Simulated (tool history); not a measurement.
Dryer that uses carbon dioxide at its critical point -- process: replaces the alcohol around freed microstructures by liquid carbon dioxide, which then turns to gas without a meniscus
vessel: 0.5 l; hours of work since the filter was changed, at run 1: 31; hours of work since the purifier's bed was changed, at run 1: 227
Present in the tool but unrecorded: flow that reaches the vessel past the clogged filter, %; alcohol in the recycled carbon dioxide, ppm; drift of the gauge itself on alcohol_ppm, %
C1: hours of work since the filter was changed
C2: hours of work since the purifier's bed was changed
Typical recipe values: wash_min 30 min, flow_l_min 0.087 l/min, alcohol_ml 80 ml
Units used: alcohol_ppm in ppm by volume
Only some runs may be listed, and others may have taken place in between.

run 1 hour=0 | wash_min=30 flow_l_min=0.087 alcohol_ml=80 | C1=31 C2=227 | alcohol_ppm=1640
run 2 hour=30.8 | wash_min=32 flow_l_min=0.087 alcohol_ml=80 | C1=54 C2=251 | alcohol_ppm=1250
run 3 hour=69.6 | wash_min=32 flow_l_min=0.087 alcohol_ml=80 | C1=84 C2=281 | alcohol_ppm=1319
run 4 hour=109.6 | wash_min=32 flow_l_min=0.087 alcohol_ml=80 | C1=115 C2=312 | alcohol_ppm=1360
run 5 hour=132.2 | wash_min=30 flow_l_min=0.087 alcohol_ml=51 | C1=133 C2=329 | alcohol_ppm=1234
run 6 hour=176.8 | wash_min=25 flow_l_min=0.087 alcohol_ml=51 | C1=167 C2=364 | alcohol_ppm=2545
run 7 hour=209 | wash_min=25 flow_l_min=0.087 alcohol_ml=51 | C1=192 C2=388 | alcohol_ppm=2566
run 8 hour=243.9 | wash_min=30 flow_l_min=0.086 alcohol_ml=43 | C1=219 C2=415 | alcohol_ppm=1270
run 9 hour=277.8 | wash_min=43 flow_l_min=0.087 alcohol_ml=64 | C1=245 C2=441 | alcohol_ppm=383
run 10 hour=300.5 | wash_min=28 flow_l_min=0.0777 alcohol_ml=33 | C1=262 C2=459 | alcohol_ppm=1990
run 11 hour=333.6 | wash_min=29 flow_l_min=0.0928 alcohol_ml=80 | C1=288 C2=484 | alcohol_ppm=2056
run 12 hour=371.7 | wash_min=46 flow_l_min=0.144 alcohol_ml=87 | C1=317 C2=514 | alcohol_ppm=173

Below, some changes in alcohol_ppm between adjacent runs. For each, the amount present without the hidden state too (settings, incoming material, random variation) and the amount remaining for the hidden state with gauge scatter not shared by both compared results:
Run 11 -> 12: wash_min 29 -> 46, flow_l_min 0.0928 -> 0.144, alcohol_ml 80 -> 87. alcohol_ppm -1883 ppm by volume: hidden state -632, all else -1251.
